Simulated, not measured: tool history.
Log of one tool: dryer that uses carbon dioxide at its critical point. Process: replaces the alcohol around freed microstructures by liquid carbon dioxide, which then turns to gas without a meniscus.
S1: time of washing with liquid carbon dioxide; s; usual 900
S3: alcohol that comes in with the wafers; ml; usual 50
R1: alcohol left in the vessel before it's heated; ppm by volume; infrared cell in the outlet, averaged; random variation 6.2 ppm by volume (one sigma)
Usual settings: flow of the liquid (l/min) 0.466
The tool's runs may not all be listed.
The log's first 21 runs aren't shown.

{"run": 22, "hour": 210.7, "S1": 900, "flow of the liquid (l/min)": 0.466, "S3": 84, "R1": 493}
{"run": 23, "hour": 223.2, "S1": 840, "flow of the liquid (l/min)": 0.574, "S3": 37, "R1": 139}
{"run": 24, "hour": 236.7, "S1": 900, "flow of the liquid (l/min)": 0.487, "S3": 107, "R1": 518}
{"run": 25, "hour": 245.7, "S1": 900, "flow of the liquid (l/min)": 0.673, "S3": 24, "R1": 51}
{"run": 26, "hour": 254.1, "S1": 540, "flow of the liquid (l/min)": 0.673, "S3": 29, "R1": 396}
{"run": 27, "hour": 261.6, "S1": 1260, "flow of the liquid (l/min)": 0.641, "S3": 50, "R1": 30}
{"run": 28, "hour": 267.2, "S1": 540, "flow of the liquid (l/min)": 0.346, "S3": 32, "R1": 3090}
{"run": 29, "hour": 275.1, "S1": 540, "flow of the liquid (l/min)": 0.346, "S3": 32, "R1": 3103}
{"run": 30, "hour": 281.1, "S1": 840, "flow of the liquid (l/min)": 0.312, "S3": 35, "R1": 1320}
{"run": 31, "hour": 289.1, "S1": 840, "flow of the liquid (l/min)": 0.312, "S3": 35, "R1": 1328}
{"run": 32, "hour": 294.9, "S1": 840, "flow of the liquid (l/min)": 0.312, "S3": 35, "R1": 1321}
{"run": 33, "hour": 303.2, "S1": 840, "flow of the liquid (l/min)": 0.312, "S3": 32, "R1": 1253}
{"run": 34, "hour": 313.5, "S1": 840, "flow of the liquid (l/min)": 0.561, "S3": 32, "R1": 149}
{"run": 35, "hour": 321.6, "S1": 600, "flow of the liquid (l/min)": 0.777, "S3": 86, "R1": 379}
{"run": 36, "hour": 329.6, "S1": 600, "flow of the liquid (l/min)": 0.777, "S3": 86, "R1": 365}

5 ways to go on from here, each from the tool as it stands after run 36. What would each give?
{"run": "A", "hour": 340.2, "S1": 600, "flow of the liquid (l/min)": 0.611, "S3": 22, "R1": "?"}
{"run": "B", "hour": 340.2, "S1": 1320, "flow of the liquid (l/min)": 0.777, "S3": 48, "R1": "?"}
{"run": "C", "hour": 340.2, "S1": 780, "flow of the liquid (l/min)": 0.777, "S3": 86, "R1": "?"}
{"run": "D", "hour": 340.2, "S1": 900, "flow of the liquid (l/min)": 0.466, "S3": 43, "R1": "?"}
{"run": "E", "hour": 340.2, "S1": 960, "flow of the liquid (l/min)": 0.618, "S3": 100, "R1": "?"}

run=A R1=323
run=B R1=41
run=C R1=108
run=D R1=302
run=E R1=118
Without the tool's hidden state the same runs would have given:
run=A R1=232
run=B R1=3
run=C R1=51
run=D R1=210
run=E R1=57
